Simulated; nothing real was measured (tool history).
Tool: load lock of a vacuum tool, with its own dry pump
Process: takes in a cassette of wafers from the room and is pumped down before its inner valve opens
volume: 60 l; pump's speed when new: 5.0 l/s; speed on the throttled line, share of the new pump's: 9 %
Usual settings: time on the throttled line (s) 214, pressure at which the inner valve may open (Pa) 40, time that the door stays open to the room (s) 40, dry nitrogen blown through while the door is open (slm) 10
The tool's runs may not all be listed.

run,hour,time on the throttled line (s),pressure at which the inner valve may open (Pa),time that the door stays open to the room (s),dry nitrogen blown through while the door is open (slm),"incoming humidity of the room's air, %",time from the closed door until the inner valve may open (s),rise of the pressure with all valves shut (Pa/min)
1,0,214,40,40,10,44.7,293.3,0.054
2,167.6,214,40,40,10,46.9,293.5,0.051
3,302.3,411,40,40,10,46.7,472.2,0.053
4,595.4,214,80,40,10,48.3,285.4,0.055
5,798.4,214,80,40,10,42,283.7,0.06
6,1059.7,214,40,40,10,41.5,293,0.051
7,1292.4,214,40,40,10,46.1,294.2,0.064
8,1470.3,214,40,40,10,40.4,293.3,0.062
9,1738.2,214,40,40,10,44.6,293.5,0.071
10,1995.6,214,40,40,4,46.8,293.9,0.078
11,2307.5,214,40,40,10,43.1,294.5,0.079
12,2461,214,40,40,10,49.7,295.1,0.083
13,2711.4,214,40,40,10,42.7,294.7,0.084
14,2867.5,214,40,44,10,47.5,294.8,0.087
15,3038.2,214,40,44,18,47.5,295,0.083
16,3273.2,394,69,40,10,46,451.6,0.087
17,3564.3,282,62,196,7,44.1,351,0.14
18,3806.2,282,62,164,10,40.9,351,0.129
19,4017,181,41,184,10,45.8,264.7,0.143
20,4239.1,181,41,31,34,45.5,264.7,0.089
21,4390.1,181,41,80,34,45.2,264.9,0.104
22,4662,396,41,57,34,45.8,461.7,0.108
23,4863.8,317,53,36,9,40.3,386.4,0.102
24,5086.4,267,66,104,9,46.9,337.9,0.136
25,5358.1,310,31,40,8,44.1,386.8,0.118
26,5643.4,172,40,40,10,45.2,258.2,0.129

The same runs without the tool's hidden state, with the same run-to-run variation:
The hidden state here: pump's speed, % of a new pump's; leak at the door's seal, Pa l/s; drift of the gauge itself on ready_s, %; drift of the gauge itself on rise_pa_min, %.
run,time from the closed door until the inner valve may open (s),rise of the pressure with all valves shut (Pa/min)
1,290.3,0.025
2,290.4,0.021
3,469.8,0.021
4,282.4,0.021
5,280.6,0.024
6,289.4,0.013
7,290.4,0.024
8,289.5,0.02
9,289.6,0.026
10,289.8,0.03
11,290.2,0.027
12,290.8,0.029
13,290.2,0.027
14,290.2,0.028
15,290.3,0.022
16,448.2,0.024
17,346.7,0.074
18,346.6,0.058
19,259.3,0.068
20,259.1,0.011
21,259.3,0.026
22,457.3,0.025
23,381.6,0.016
24,332.9,0.045
25,381.2,0.023
26,251.7,0.03
